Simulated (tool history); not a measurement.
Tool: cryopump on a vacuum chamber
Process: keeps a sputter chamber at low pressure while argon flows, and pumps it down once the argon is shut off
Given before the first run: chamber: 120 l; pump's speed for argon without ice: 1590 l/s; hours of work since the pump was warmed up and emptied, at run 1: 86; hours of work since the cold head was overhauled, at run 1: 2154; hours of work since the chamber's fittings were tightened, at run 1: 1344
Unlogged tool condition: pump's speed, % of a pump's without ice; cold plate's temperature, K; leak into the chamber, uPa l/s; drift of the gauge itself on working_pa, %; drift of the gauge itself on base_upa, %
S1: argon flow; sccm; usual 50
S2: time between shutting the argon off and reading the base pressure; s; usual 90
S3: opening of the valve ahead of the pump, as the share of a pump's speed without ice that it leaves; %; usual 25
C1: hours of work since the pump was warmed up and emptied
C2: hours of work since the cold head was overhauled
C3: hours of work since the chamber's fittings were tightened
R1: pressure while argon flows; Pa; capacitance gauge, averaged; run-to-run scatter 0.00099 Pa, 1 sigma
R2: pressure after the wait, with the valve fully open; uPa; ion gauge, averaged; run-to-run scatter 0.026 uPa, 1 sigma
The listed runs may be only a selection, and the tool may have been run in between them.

run,hour,S1,S2,S3,C1,C2,C3,R1,R2
1,0.0,50,90,25,86,2154,1344,0.2146,1.51
2,76.7,50,90,25,131,2199,1388,0.2166,1.50
3,169.9,50,90,25,185,2253,1443,0.2174,1.57
4,255.6,50,90,25,235,2303,1492,0.2180,1.59
5,351.9,50,90,25,291,2359,1548,0.2202,1.63
6,453.8,50,90,25,350,2418,1608,0.2193,1.70
7,570.3,50,90,25,417,2486,1675,0.2210,1.73
8,636.6,73,90,58,456,2524,1714,0.1488,1.73
# hour 667.9: pump warmed up, emptied and cooled again
9,753.5,42,45,29,50,2589,1779,0.1552,2.53
10,815.3,42,45,29,86,2625,1815,0.1562,2.63
11,901.8,42,45,29,136,2676,1865,0.1575,2.59
12,1005.3,42,45,29,196,2736,1925,0.1579,2.68
13,1087.1,42,45,29,244,2783,1973,0.1574,2.69
14,1139.9,33,45,49,274,2814,2004,0.0751,2.71

Branching from run 14: 4 alternative next runs. What would each branch give?
A,1201.6,33,45,29,310,2850,2039,?,?
B,1201.6,38,23,49,310,2850,2039,?,?
C,1201.6,50,23,54,310,2850,2039,?,?
D,1201.6,33,96,49,310,2850,2039,?,?

run,R1,R2
A,0.1259,2.67
B,0.0879,4.43
C,0.1055,4.56
D,0.0766,1.69
With no hidden state in the tool, these same runs would have given:
run,R1,R2
A,0.1214,2.00
B,0.0826,3.76
C,0.0986,3.87
D,0.0720,1.03
